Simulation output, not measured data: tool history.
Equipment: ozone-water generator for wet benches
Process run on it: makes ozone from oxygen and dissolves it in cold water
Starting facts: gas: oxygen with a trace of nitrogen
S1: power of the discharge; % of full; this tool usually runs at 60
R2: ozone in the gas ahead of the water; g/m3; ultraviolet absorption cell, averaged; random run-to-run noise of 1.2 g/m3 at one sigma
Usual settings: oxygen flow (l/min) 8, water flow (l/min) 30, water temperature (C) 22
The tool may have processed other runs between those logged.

run 1 day=0 | S1=60 oxygen_flow_(l/min)=8 water_flow_(l/min)=30 water_temperature_(C)=22 | dissolved_ozone_(ppm)=24.4 R2=221
run 2 day=4.779 | S1=60 oxygen_flow_(l/min)=8 water_flow_(l/min)=27 water_temperature_(C)=22 | dissolved_ozone_(ppm)=26 R2=221.9
run 3 day=9.312 | S1=97 oxygen_flow_(l/min)=8 water_flow_(l/min)=30 water_temperature_(C)=22 | dissolved_ozone_(ppm)=36.3 R2=326.6
run 4 day=11.546 | S1=97 oxygen_flow_(l/min)=8 water_flow_(l/min)=30 water_temperature_(C)=22 | dissolved_ozone_(ppm)=36.1 R2=330.1
run 5 day=15.196 | S1=97 oxygen_flow_(l/min)=8 water_flow_(l/min)=30 water_temperature_(C)=22 | dissolved_ozone_(ppm)=36.1 R2=327.6
run 6 day=17.408 | S1=60 oxygen_flow_(l/min)=8 water_flow_(l/min)=21 water_temperature_(C)=22 | dissolved_ozone_(ppm)=30.8 R2=219.5
run 7 day=20.462 | S1=60 oxygen_flow_(l/min)=8 water_flow_(l/min)=21 water_temperature_(C)=22 | dissolved_ozone_(ppm)=30.7 R2=220.6
run 8 day=24.725 | S1=60 oxygen_flow_(l/min)=8 water_flow_(l/min)=21 water_temperature_(C)=22 | dissolved_ozone_(ppm)=30.8 R2=218.3
run 9 day=29.471 | S1=60 oxygen_flow_(l/min)=8 water_flow_(l/min)=30 water_temperature_(C)=22 | dissolved_ozone_(ppm)=23.7 R2=219.9
run 10 day=34.167 | S1=60 oxygen_flow_(l/min)=8 water_flow_(l/min)=30 water_temperature_(C)=22 | dissolved_ozone_(ppm)=23.9 R2=217.9
run 11 day=38.575 | S1=60 oxygen_flow_(l/min)=8 water_flow_(l/min)=31 water_temperature_(C)=21 | dissolved_ozone_(ppm)=23.3 R2=220.1
run 12 day=41.042 | S1=43 oxygen_flow_(l/min)=6.8 water_flow_(l/min)=20 water_temperature_(C)=14 | dissolved_ozone_(ppm)=27.7 R2=178.7
run 13 day=43.404 | S1=43 oxygen_flow_(l/min)=6.8 water_flow_(l/min)=20 water_temperature_(C)=14 | dissolved_ozone_(ppm)=27.7 R2=180.3
run 14 day=46.708 | S1=60 oxygen_flow_(l/min)=4.47 water_flow_(l/min)=23 water_temperature_(C)=30 | dissolved_ozone_(ppm)=24.6 R2=282.1
run 15 day=49.15 | S1=62 oxygen_flow_(l/min)=10.43 water_flow_(l/min)=23 water_temperature_(C)=30 | dissolved_ozone_(ppm)=24.7 R2=197.9
run 16 day=53.638 | S1=62 oxygen_flow_(l/min)=10.43 water_flow_(l/min)=23 water_temperature_(C)=30 | dissolved_ozone_(ppm)=25 R2=200.7
run 17 day=56.033 | S1=62 oxygen_flow_(l/min)=10.43 water_flow_(l/min)=23 water_temperature_(C)=30 | dissolved_ozone_(ppm)=24.7 R2=199.2
run 18 day=59.846 | S1=62 oxygen_flow_(l/min)=10.43 water_flow_(l/min)=23 water_temperature_(C)=29 | dissolved_ozone_(ppm)=25.4 R2=199
run 19 day=64.012 | S1=60 oxygen_flow_(l/min)=6.01 water_flow_(l/min)=33 water_temperature_(C)=26 | dissolved_ozone_(ppm)=21.3 R2=244.6

Not shown here: 3 entries made in the log between runs. Locate each between two listed runs and compare the hidden state at the listed run before it with the hidden state at the listed run after it:
Runs 6 to 7: water thermometer calibrated (day 19.379)
  yield of the discharge, % of new electrodes': 97.3 -> 97.2; contactor's efficiency, % of a clean one's: 90.6 -> 90.4; true water temperature over the reading, C: 0.26 -> 0.38
  measured minus no-state result, dissolved ozone (ppm): -1.8 -> -1.9; R2: -5.2 -> -5.5 g/m3
Runs 9 to 10: water thermometer calibrated, once more (day 33.442)
  yield of the discharge, % of new electrodes': 96.9 -> 96.7; contactor's efficiency, % of a clean one's: 89.9 -> 89.6; true water temperature over the reading, C: 0.4 -> 0.05
  measured minus no-state result, dissolved ozone (ppm): -1.9 -> -1.8; R2: -6.1 -> -6.4 g/m3
Runs 18 to 19: contactor cleaned (day 61.704)
  yield of the discharge, % of new electrodes': 95.8 -> 95.6; contactor's efficiency, % of a clean one's: 88.2 -> 99.6
  measured minus no-state result, dissolved ozone (ppm): -2.1 -> -0.9; R2: -7.8 -> -9.7 g/m3
